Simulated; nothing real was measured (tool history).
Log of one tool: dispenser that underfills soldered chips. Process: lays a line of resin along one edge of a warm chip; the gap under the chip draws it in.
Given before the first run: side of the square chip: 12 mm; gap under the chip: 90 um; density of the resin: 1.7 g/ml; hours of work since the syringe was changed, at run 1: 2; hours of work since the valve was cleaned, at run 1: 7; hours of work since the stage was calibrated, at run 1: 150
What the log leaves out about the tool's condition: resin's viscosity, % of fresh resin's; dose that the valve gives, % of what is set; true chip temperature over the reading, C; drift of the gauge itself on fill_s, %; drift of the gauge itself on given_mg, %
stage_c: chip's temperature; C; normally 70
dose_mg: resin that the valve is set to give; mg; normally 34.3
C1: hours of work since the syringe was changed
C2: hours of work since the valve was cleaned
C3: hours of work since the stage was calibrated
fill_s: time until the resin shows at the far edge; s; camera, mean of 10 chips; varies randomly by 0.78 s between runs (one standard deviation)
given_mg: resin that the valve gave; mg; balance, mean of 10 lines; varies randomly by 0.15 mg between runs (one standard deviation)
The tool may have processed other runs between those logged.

{"run": 1, "hour": 0.0, "stage_c": 70, "dose_mg": 34.3, "C1": 2, "C2": 7, "C3": 150, "fill_s": 79.1, "given_mg": 34.06}
{"run": 2, "hour": 4.2, "stage_c": 70, "dose_mg": 34.3, "C1": 5, "C2": 10, "C3": 153, "fill_s": 103.4, "given_mg": 34.1}
{"hour": 6.4, "done": "new syringe of resin"}
{"run": 3, "hour": 8.2, "stage_c": 70, "dose_mg": 34.3, "C1": 1, "C2": 13, "C3": 156, "fill_s": 75.8, "given_mg": 34.01}
{"run": 4, "hour": 12.9, "stage_c": 70, "dose_mg": 34.3, "C1": 5, "C2": 17, "C3": 160, "fill_s": 103.2, "given_mg": 33.86}
{"hour": 15.1, "done": "new syringe of resin"}
{"run": 5, "hour": 17.6, "stage_c": 70, "dose_mg": 34.3, "C1": 2, "C2": 20, "C3": 164, "fill_s": 78.5, "given_mg": 33.93}
{"run": 6, "hour": 21.6, "stage_c": 70, "dose_mg": 35.9, "C1": 5, "C2": 23, "C3": 167, "fill_s": 98.8, "given_mg": 35.16}
{"hour": 24.0, "done": "new syringe of resin"}
{"run": 7, "hour": 25.6, "stage_c": 70, "dose_mg": 37.9, "C1": 1, "C2": 26, "C3": 170, "fill_s": 74.1, "given_mg": 37.35}
{"run": 8, "hour": 29.4, "stage_c": 70, "dose_mg": 42, "C1": 4, "C2": 29, "C3": 173, "fill_s": 94.1, "given_mg": 41.07}
{"hour": 32.8, "done": "new syringe of resin"}
{"run": 9, "hour": 33.7, "stage_c": 64, "dose_mg": 34.3, "C1": 1, "C2": 32, "C3": 176, "fill_s": 95.1, "given_mg": 33.65}
{"run": 10, "hour": 39.3, "stage_c": 64, "dose_mg": 34.3, "C1": 5, "C2": 37, "C3": 180, "fill_s": 139.3, "given_mg": 33.4}
{"hour": 41.5, "done": "new syringe of resin"}
{"run": 11, "hour": 44.0, "stage_c": 70, "dose_mg": 34.3, "C1": 2, "C2": 40, "C3": 184, "fill_s": 79.6, "given_mg": 33.26}
{"run": 12, "hour": 49.1, "stage_c": 69, "dose_mg": 34.3, "C1": 6, "C2": 44, "C3": 188, "fill_s": 117, "given_mg": 33.09}
{"hour": 50.2, "done": "new syringe of resin"}
{"run": 13, "hour": 52.9, "stage_c": 61, "dose_mg": 34.3, "C1": 2, "C2": 47, "C3": 190, "fill_s": 121.2, "given_mg": 33.09}
{"hour": 59.2, "done": "new syringe of resin"}
{"run": 14, "hour": 59.3, "stage_c": 70, "dose_mg": 34.3, "C1": 0, "C2": 52, "C3": 195, "fill_s": 67.3, "given_mg": 32.92}
{"run": 15, "hour": 65.2, "stage_c": 70, "dose_mg": 34.3, "C1": 5, "C2": 57, "C3": 200, "fill_s": 100.5, "given_mg": 32.65}
{"hour": 68.2, "done": "new syringe of resin"}
{"run": 16, "hour": 71.2, "stage_c": 70, "dose_mg": 34.3, "C1": 2, "C2": 61, "C3": 204, "fill_s": 82.3, "given_mg": 32.49}
{"run": 17, "hour": 74.3, "stage_c": 70, "dose_mg": 32.9, "C1": 5, "C2": 63, "C3": 207, "fill_s": 100.5, "given_mg": 31.12}
{"hour": 77.1, "done": "dispensing valve cleaned and set on the balance"}
{"hour": 77.7, "done": "new syringe of resin"}
{"run": 18, "hour": 80.7, "stage_c": 64, "dose_mg": 32.9, "C1": 2, "C2": 3, "C3": 211, "fill_s": 108.8, "given_mg": 32.9}
{"run": 19, "hour": 85.6, "stage_c": 67, "dose_mg": 32.4, "C1": 6, "C2": 6, "C3": 215, "fill_s": 130.2, "given_mg": 32.42}
{"hour": 86.7, "done": "new syringe of resin"}
{"run": 20, "hour": 91.2, "stage_c": 67, "dose_mg": 32.4, "C1": 4, "C2": 11, "C3": 219, "fill_s": 104.6, "given_mg": 32.15}
{"run": 21, "hour": 94.7, "stage_c": 67, "dose_mg": 32.4, "C1": 6, "C2": 13, "C3": 222, "fill_s": 131.6, "given_mg": 32.01}
{"hour": 95.4, "done": "new syringe of resin"}
{"run": 22, "hour": 97.5, "stage_c": 55, "dose_mg": 35.5, "C1": 2, "C2": 15, "C3": 224, "fill_s": 167.1, "given_mg": 34.98}
{"run": 23, "hour": 102.5, "stage_c": 69, "dose_mg": 34.3, "C1": 6, "C2": 19, "C3": 228, "fill_s": 110.5, "given_mg": 33.81}
{"hour": 104.2, "done": "new syringe of resin"}
{"run": 24, "hour": 106.4, "stage_c": 77, "dose_mg": 35.8, "C1": 2, "C2": 22, "C3": 231, "fill_s": 53.5, "given_mg": 35.01}
{"run": 25, "hour": 110.8, "stage_c": 77, "dose_mg": 35.8, "C1": 5, "C2": 26, "C3": 234, "fill_s": 71.4, "given_mg": 35.32}
{"hour": 112.8, "done": "new syringe of resin"}
{"run": 26, "hour": 116.7, "stage_c": 62, "dose_mg": 36.8, "C1": 3, "C2": 30, "C3": 238, "fill_s": 129.5, "given_mg": 35.98}
{"run": 27, "hour": 120.7, "stage_c": 79, "dose_mg": 39.2, "C1": 6, "C2": 33, "C3": 242, "fill_s": 70.8, "given_mg": 38.05}
{"hour": 121.7, "done": "new syringe of resin"}
{"run": 28, "hour": 124.5, "stage_c": 73, "dose_mg": 38.4, "C1": 2, "C2": 36, "C3": 244, "fill_s": 68.6, "given_mg": 37.2}
{"run": 29, "hour": 129.1, "stage_c": 57, "dose_mg": 36.7, "C1": 6, "C2": 40, "C3": 248, "fill_s": 211.1, "given_mg": 35.74}
{"hour": 130.8, "done": "new syringe of resin"}
{"run": 30, "hour": 132.6, "stage_c": 82, "dose_mg": 40.3, "C1": 1, "C2": 42, "C3": 250, "fill_s": 40.2, "given_mg": 38.94}
{"run": 31, "hour": 135.6, "stage_c": 82, "dose_mg": 40.3, "C1": 4, "C2": 45, "C3": 253, "fill_s": 49.7, "given_mg": 38.75}
{"hour": 139.4, "done": "new syringe of resin"}
{"run": 32, "hour": 139.4, "stage_c": 68, "dose_mg": 29.4, "C1": 0, "C2": 47, "C3": 256, "fill_s": 76.1, "given_mg": 28.3}
{"run": 33, "hour": 144.9, "stage_c": 73, "dose_mg": 31.5, "C1": 4, "C2": 52, "C3": 260, "fill_s": 82, "given_mg": 30.04}
{"hour": 148.1, "done": "new syringe of resin"}
{"run": 34, "hour": 148.6, "stage_c": 73, "dose_mg": 31.5, "C1": 0, "C2": 54, "C3": 263, "fill_s": 60.7, "given_mg": 30.21}
{"run": 35, "hour": 153.4, "stage_c": 73, "dose_mg": 31.5, "C1": 4, "C2": 58, "C3": 266, "fill_s": 83.5, "given_mg": 29.94}

Alternative continuations, all from the tool just after run 35; predict every row:
{"hour": 156.7, "done": "new syringe of resin"}
{"run": "A", "hour": 157.5, "stage_c": 73, "dose_mg": 42.5, "C1": 1, "C2": 61, "C3": 269, "fill_s": "?", "given_mg": "?"}
{"hour": 156.7, "done": "new syringe of resin"}
{"run": "B", "hour": 157.5, "stage_c": 68, "dose_mg": 35.4, "C1": 1, "C2": 61, "C3": 269, "fill_s": "?", "given_mg": "?"}
{"hour": 156.7, "done": "new syringe of resin"}
{"run": "C", "hour": 157.5, "stage_c": 82, "dose_mg": 33.6, "C1": 1, "C2": 61, "C3": 269, "fill_s": "?", "given_mg": "?"}

run=A fill_s=57.2 given_mg=40.46
run=B fill_s=74.2 given_mg=33.57
run=C fill_s=38 given_mg=31.98
With no hidden state in the tool, these same runs would have given:
run=A fill_s=60 given_mg=42.5
run=B fill_s=77.8 given_mg=35.26
run=C fill_s=39.5 given_mg=33.59

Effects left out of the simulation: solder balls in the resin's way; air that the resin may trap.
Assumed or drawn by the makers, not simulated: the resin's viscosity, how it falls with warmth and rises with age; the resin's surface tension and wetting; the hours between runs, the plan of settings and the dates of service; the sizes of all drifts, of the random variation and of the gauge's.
